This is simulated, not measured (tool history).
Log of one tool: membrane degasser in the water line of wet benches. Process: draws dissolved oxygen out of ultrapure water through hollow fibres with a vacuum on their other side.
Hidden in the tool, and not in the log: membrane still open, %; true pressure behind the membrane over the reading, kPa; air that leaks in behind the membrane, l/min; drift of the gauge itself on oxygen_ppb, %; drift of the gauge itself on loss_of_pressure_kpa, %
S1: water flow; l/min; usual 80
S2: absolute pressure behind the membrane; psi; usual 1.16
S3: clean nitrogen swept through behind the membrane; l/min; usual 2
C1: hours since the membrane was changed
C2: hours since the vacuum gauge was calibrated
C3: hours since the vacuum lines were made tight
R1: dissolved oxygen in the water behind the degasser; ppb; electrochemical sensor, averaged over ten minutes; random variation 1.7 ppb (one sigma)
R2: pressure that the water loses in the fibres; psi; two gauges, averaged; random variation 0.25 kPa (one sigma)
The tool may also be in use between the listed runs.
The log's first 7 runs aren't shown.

run	hour	S1	S2	S3	C1	C2	C3	R1	R2
8	991.6	126	1.16	2	7352	2530	959	566.3	15.551
9	1104	126	1.16	2	7465	2643	1072	568.9	15.462
10	1258.3	80	1.453	2	7619	2797	1226	539.2	9.844
11	1355.6	80	1.453	2	7716	2894	1323	545.8	9.806
12	1443.2	80	1.453	2	7804	2982	1411	541	9.863
13	1621.3	64	1.16	2	7982	3160	1589	328.8	7.82
# hour 1682.5: vacuum gauge calibrated
14	1719.8	80	2.453	2	8080	37	1687	1024	9.842
15	1893.4	80	2.453	2	8254	211	1861	1023.1	9.834
16	2056.9	80	2.453	2	8417	374	2024	1021.6	9.803
17	2146	80	2.453	2	8506	464	2113	1022.5	9.886
18	2236.1	80	2.453	2	8596	554	2203	1029	9.886
19	2326.4	113	1.16	3.7	8687	644	2294	341.9	13.863
20	2408.7	49	1.16	2.6	8769	726	2376	208.9	6.034
21	2577.4	85	1.16	3.77	8938	895	2545	258.7	10.473
22	2771.5	80	2.171	5.92	9132	1089	2739	380.3	9.781
# hour 2898.4: gauge calibrated
23	2961.1	80	2.171	5.92	9321	1279	2928	372.5	9.867
24	3089.4	80	1.788	5.66	9450	1407	3057	305.8	9.818
25	3234.8	80	1.788	5.66	9595	1552	3202	308.2	9.87

Forecast run 26:
26	3331	80	1.788	5.66	9691	1649	3298	?	?

R1: 304.9 ppb
R2: 9.854 psi
Without the tool's hidden state the same run would have given R1 303.5 ppb, R2 9.841 psi.
